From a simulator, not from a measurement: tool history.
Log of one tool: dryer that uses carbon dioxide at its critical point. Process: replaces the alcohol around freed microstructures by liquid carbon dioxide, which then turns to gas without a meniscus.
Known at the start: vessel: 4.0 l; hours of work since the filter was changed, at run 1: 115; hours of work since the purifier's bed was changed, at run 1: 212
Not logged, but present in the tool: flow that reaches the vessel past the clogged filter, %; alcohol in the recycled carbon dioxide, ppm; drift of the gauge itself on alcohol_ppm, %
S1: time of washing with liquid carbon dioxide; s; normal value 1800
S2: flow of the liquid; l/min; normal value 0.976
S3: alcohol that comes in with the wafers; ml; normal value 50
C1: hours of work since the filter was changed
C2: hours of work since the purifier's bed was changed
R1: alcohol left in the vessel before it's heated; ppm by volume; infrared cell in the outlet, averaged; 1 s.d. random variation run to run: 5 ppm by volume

Run 1, day 0.000: usual settings; C1 115; C2 212. Result: R1 51 ppm by volume.
Run 2, day 0.279: usual settings; C1 119; C2 216. Result: R1 49 ppm by volume.
Run 3, day 0.658: usual settings; C1 124; C2 221. Result: R1 51 ppm by volume.
Run 4, day 0.883: usual settings; C1 127; C2 224. Result: R1 61 ppm by volume.
Run 5, day 1.296: usual settings; C1 133; C2 230. Result: R1 55 ppm by volume.
Run 6, day 1.842: usual settings but S3 102 ml; C1 140; C2 237. Result: R1 64 ppm by volume.
Run 7, day 2.212: usual settings but S3 102 ml; C1 145; C2 243. Result: R1 63 ppm by volume.
Run 8, day 2.738: usual settings; C1 152; C2 250. Result: R1 59 ppm by volume.
Run 9, day 3.029: usual settings but S2 0.591 l/min; C1 156; C2 254. Result: R1 258 ppm by volume.
Run 10, day 3.504: usual settings but S1 1260 s; C1 163; C2 260. Result: R1 142 ppm by volume.
Run 11, day 3.879: usual settings but S1 1260 s; C1 168; C2 265. Result: R1 141 ppm by volume.
Run 12, day 4.146: usual settings but S1 1260 s; C1 172; C2 269. Result: R1 153 ppm by volume.
Run 13, day 4.521: usual settings; C1 177; C2 274. Result: R1 62 ppm by volume.
Run 14, day 4.862: usual settings but S1 1140 s; C1 182; C2 279. Result: R1 209 ppm by volume.
Run 15, day 5.142: usual settings but S1 1140 s; C1 185; C2 283. Result: R1 209 ppm by volume.
Run 16, day 5.558: usual settings but S1 1140 s; C1 191; C2 288. Result: R1 207 ppm by volume.
Run 17, day 6.096: usual settings; C1 198; C2 296. Result: R1 77 ppm by volume.
Run 18, day 6.583: usual settings but S3 32 ml; C1 205; C2 302. Result: R1 53 ppm by volume.
Run 19, day 6.925: usual settings but S3 32 ml; C1 210; C2 307. Result: R1 59 ppm by volume.
Run 20, day 7.162: usual settings; C1 213; C2 310. Result: R1 62 ppm by volume.
Run 21, day 7.717: usual settings but S2 1.592 l/min; C1 221; C2 318. Result: R1 50 ppm by volume.
Run 22, day 8.179: usual settings but S3 61 ml; C1 227; C2 324. Result: R1 83 ppm by volume.
Run 23, day 8.625: usual settings but S1 2700 s; C1 233; C2 330. Result: R1 64 ppm by volume.
Run 24, day 8.862: usual settings but S1 2700 s; C1 236; C2 334. Result: R1 62 ppm by volume.
Run 25, day 9.250: usual settings but S1 2700 s, S3 28 ml; C1 242; C2 339. Result: R1 69 ppm by volume.
Run 26, day 9.646: usual settings but S1 2700 s, S3 28 ml; C1 247; C2 344. Result: R1 63 ppm by volume.
Run 27, day 10.092: usual settings but S1 1860 s, S3 42 ml; C1 253; C2 350. Result: R1 62 ppm by volume.
Run 28, day 10.525: usual settings but S1 1560 s, S2 0.889 l/min, S3 23 ml; C1 259; C2 356. Result: R1 89 ppm by volume.
Run 29, day 10.804: usual settings but S1 1560 s, S2 0.889 l/min, S3 23 ml; C1 263; C2 360. Result: R1 91 ppm by volume.
Run 30, day 11.258: usual settings but S2 0.602 l/min, S3 93 ml; C1 269; C2 366. Result: R1 479 ppm by volume.
Run 31, day 11.762: usual settings but S2 1.567 l/min, S3 27 ml; C1 276; C2 373. Result: R1 66 ppm by volume.
Run 32, day 12.271: usual settings but S1 1560 s, S2 1.567 l/min, S3 23 ml; C1 283; C2 380. Result: R1 73 ppm by volume.
Run 33, day 12.558: usual settings but S1 2700 s, S2 0.927 l/min, S3 87 ml; C1 287; C2 384. Result: R1 69 ppm by volume.
Run 34, day 12.888: usual settings but S1 2700 s, S2 1.259 l/min, S3 87 ml; C1 291; C2 389. Result: R1 73 ppm by volume.
Run 35, day 13.279: usual settings but S1 1500 s, S2 0.779 l/min; C1 297; C2 394. Result: R1 216 ppm by volume.
Run 36, day 13.658: usual settings but S1 1500 s, S2 0.779 l/min; C1 302; C2 399. Result: R1 218 ppm by volume.
Run 37, day 14.129: usual settings but S1 1080 s, S2 0.615 l/min, S3 80 ml; C1 308; C2 406. Result: R1 1730 ppm by volume.
Run 38, day 14.604: usual settings but S1 1080 s, S2 0.615 l/min, S3 37 ml; C1 315; C2 412. Result: R1 853 ppm by volume.
Run 39, day 14.892: usual settings but S1 1740 s, S2 0.913 l/min, S3 95 ml; C1 319; C2 416. Result: R1 128 ppm by volume.
Run 40, day 15.212: usual settings but S1 2460 s, S2 0.599 l/min, S3 81 ml; C1 323; C2 420. Result: R1 154 ppm by volume.
Run 41, day 15.533: usual settings but S1 2220 s, S2 1.426 l/min, S3 96 ml; C1 328; C2 425. Result: R1 74 ppm by volume.
Run 42, day 15.925: usual settings but S2 0.852 l/min; C1 333; C2 430. Result: R1 112 ppm by volume.
Run 43, day 16.471: usual settings but S1 1500 s, S3 68 ml; C1 340; C2 438. Result: R1 143 ppm by volume.
Run 44, day 16.754: usual settings but S1 2640 s, S2 0.921 l/min, S3 27 ml; C1 344; C2 442. Result: R1 75 ppm by volume.
Run 45, day 17.300: usual settings but S1 2640 s, S2 0.921 l/min, S3 27 ml; C1 352; C2 449. Result: R1 80 ppm by volume.
Run 46, day 17.588: usual settings but S1 2640 s, S2 0.921 l/min, S3 27 ml; C1 356; C2 453. Result: R1 76 ppm by volume.
Run 47, day 18.146: usual settings but S1 1200 s, S2 0.741 l/min, S3 27 ml; C1 363; C2 461. Result: R1 316 ppm by volume.

Some steps in R1 between neighbouring runs. How much of each would the tool show without its hidden state too (settings, what came in, random variation), and how much is left for the hidden state, with any gauge scatter that isn't in both results?
Run 36 -> 37: S1 1500 -> 1080, S2 0.779 -> 0.615, S3 50 -> 80. R1 +1512 ppm by volume: hidden state +223, all else +1289.
Run 37 -> 38: S3 80 -> 37. R1 -877 ppm by volume: hidden state -133, all else -744.
Run 38 -> 39: S1 1080 -> 1740, S2 0.615 -> 0.913, S3 37 -> 95. R1 -725 ppm by volume: hidden state -104, all else -621.
